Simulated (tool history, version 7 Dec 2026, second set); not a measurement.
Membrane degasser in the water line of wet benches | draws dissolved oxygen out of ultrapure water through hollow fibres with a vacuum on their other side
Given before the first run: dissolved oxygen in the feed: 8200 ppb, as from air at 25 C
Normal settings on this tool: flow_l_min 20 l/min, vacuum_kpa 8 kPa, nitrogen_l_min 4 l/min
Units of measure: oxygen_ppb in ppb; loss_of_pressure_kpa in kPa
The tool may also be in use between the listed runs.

run 1 hour=0 | flow_l_min=20 vacuum_kpa=8 nitrogen_l_min=4 | oxygen_ppb=157.1 loss_of_pressure_kpa=40.9
run 2 hour=112.6 | flow_l_min=20 vacuum_kpa=8 nitrogen_l_min=4 | oxygen_ppb=157.7 loss_of_pressure_kpa=40.96
run 3 hour=179.2 | flow_l_min=20 vacuum_kpa=8 nitrogen_l_min=4 | oxygen_ppb=158.6 loss_of_pressure_kpa=41.02
run 4 hour=247.1 | flow_l_min=21 vacuum_kpa=8 nitrogen_l_min=4 | oxygen_ppb=172.1 loss_of_pressure_kpa=43.02
run 5 hour=343.6 | flow_l_min=20 vacuum_kpa=8 nitrogen_l_min=4 | oxygen_ppb=159.8 loss_of_pressure_kpa=41.17
run 6 hour=470.2 | flow_l_min=20 vacuum_kpa=8 nitrogen_l_min=4 | oxygen_ppb=161.4 loss_of_pressure_kpa=41.18
run 7 hour=531.3 | flow_l_min=20 vacuum_kpa=8 nitrogen_l_min=3.71 | oxygen_ppb=163 loss_of_pressure_kpa=40.96
run 8 hour=630.3 | flow_l_min=20 vacuum_kpa=8 nitrogen_l_min=3.71 | oxygen_ppb=167.2 loss_of_pressure_kpa=40.97
run 9 hour=735.4 | flow_l_min=20 vacuum_kpa=8 nitrogen_l_min=3.71 | oxygen_ppb=163.1 loss_of_pressure_kpa=41.2
run 10 hour=805.8 | flow_l_min=26 vacuum_kpa=8 nitrogen_l_min=3.71 | oxygen_ppb=232.6 loss_of_pressure_kpa=53.34
run 11 hour=923.2 | flow_l_min=26 vacuum_kpa=8 nitrogen_l_min=3.71 | oxygen_ppb=232.1 loss_of_pressure_kpa=53.86
run 12 hour=1038.8 | flow_l_min=26 vacuum_kpa=8 nitrogen_l_min=3.71 | oxygen_ppb=231.9 loss_of_pressure_kpa=53.17
run 13 hour=1158.5 | flow_l_min=20 vacuum_kpa=8 nitrogen_l_min=3.71 | oxygen_ppb=165 loss_of_pressure_kpa=41.05
run 14 hour=1270.1 | flow_l_min=20 vacuum_kpa=8 nitrogen_l_min=3.71 | oxygen_ppb=167.9 loss_of_pressure_kpa=41.29
run 15 hour=1342.7 | flow_l_min=20 vacuum_kpa=8 nitrogen_l_min=10.49 | oxygen_ppb=126 loss_of_pressure_kpa=41.18
run 16 hour=1413.3 | flow_l_min=20 vacuum_kpa=8 nitrogen_l_min=4 | oxygen_ppb=162.7 loss_of_pressure_kpa=41.32
run 17 hour=1508.2 | flow_l_min=20 vacuum_kpa=8 nitrogen_l_min=4 | oxygen_ppb=165 loss_of_pressure_kpa=41.38
run 18 hour=1605.2 | flow_l_min=19 vacuum_kpa=8 nitrogen_l_min=3.44 | oxygen_ppb=162.4 loss_of_pressure_kpa=39.18
run 19 hour=1731.8 | flow_l_min=16 vacuum_kpa=12.59 nitrogen_l_min=4 | oxygen_ppb=168.5 loss_of_pressure_kpa=33.02
run 20 hour=1833.1 | flow_l_min=20 vacuum_kpa=7.71 nitrogen_l_min=9.24 | oxygen_ppb=129.5 loss_of_pressure_kpa=41.22
run 21 hour=1925.1 | flow_l_min=14 vacuum_kpa=7.71 nitrogen_l_min=11.9 | oxygen_ppb=71.9 loss_of_pressure_kpa=28.79
run 22 hour=2016.3 | flow_l_min=28 vacuum_kpa=8.76 nitrogen_l_min=11.9 | oxygen_ppb=205.5 loss_of_pressure_kpa=58.15
run 23 hour=2081.7 | flow_l_min=28 vacuum_kpa=8.76 nitrogen_l_min=11.9 | oxygen_ppb=201.9 loss_of_pressure_kpa=57.93
run 24 hour=2178.5 | flow_l_min=20 vacuum_kpa=8 nitrogen_l_min=2.09 | oxygen_ppb=215.5 loss_of_pressure_kpa=41.4
run 25 hour=2276.5 | flow_l_min=20 vacuum_kpa=8 nitrogen_l_min=2.09 | oxygen_ppb=215.4 loss_of_pressure_kpa=41.16
run 26 hour=2376.4 | flow_l_min=25 vacuum_kpa=15.27 nitrogen_l_min=4.46 | oxygen_ppb=306.4 loss_of_pressure_kpa=51.63
run 27 hour=2441 | flow_l_min=24 vacuum_kpa=8 nitrogen_l_min=2.41 | oxygen_ppb=247.7 loss_of_pressure_kpa=49.53
run 28 hour=2567.2 | flow_l_min=21 vacuum_kpa=5.26 nitrogen_l_min=7.79 | oxygen_ppb=128.3 loss_of_pressure_kpa=43.6
run 29 hour=2657.7 | flow_l_min=26 vacuum_kpa=13.76 nitrogen_l_min=4 | oxygen_ppb=314.4 loss_of_pressure_kpa=54.04
run 30 hour=2784.5 | flow_l_min=26 vacuum_kpa=13.76 nitrogen_l_min=4 | oxygen_ppb=317.7 loss_of_pressure_kpa=54.12
run 31 hour=2864.8 | flow_l_min=17 vacuum_kpa=11.13 nitrogen_l_min=4 | oxygen_ppb=166.7 loss_of_pressure_kpa=35.13
run 32 hour=2987.9 | flow_l_min=15 vacuum_kpa=6.49 nitrogen_l_min=4 | oxygen_ppb=100 loss_of_pressure_kpa=31.01

Forecast run 33:
run 33 hour=3105.6 | flow_l_min=15 vacuum_kpa=6.49 nitrogen_l_min=4 | oxygen_ppb=? loss_of_pressure_kpa=?

{"run 33": {"oxygen_ppb": 100.3, "loss_of_pressure_kpa": 31.11}}
If the tool had no hidden condition, the same run with the same run-to-run variation would have returned oxygen_ppb 91.5 ppb, loss_of_pressure_kpa 30.46 kPa.
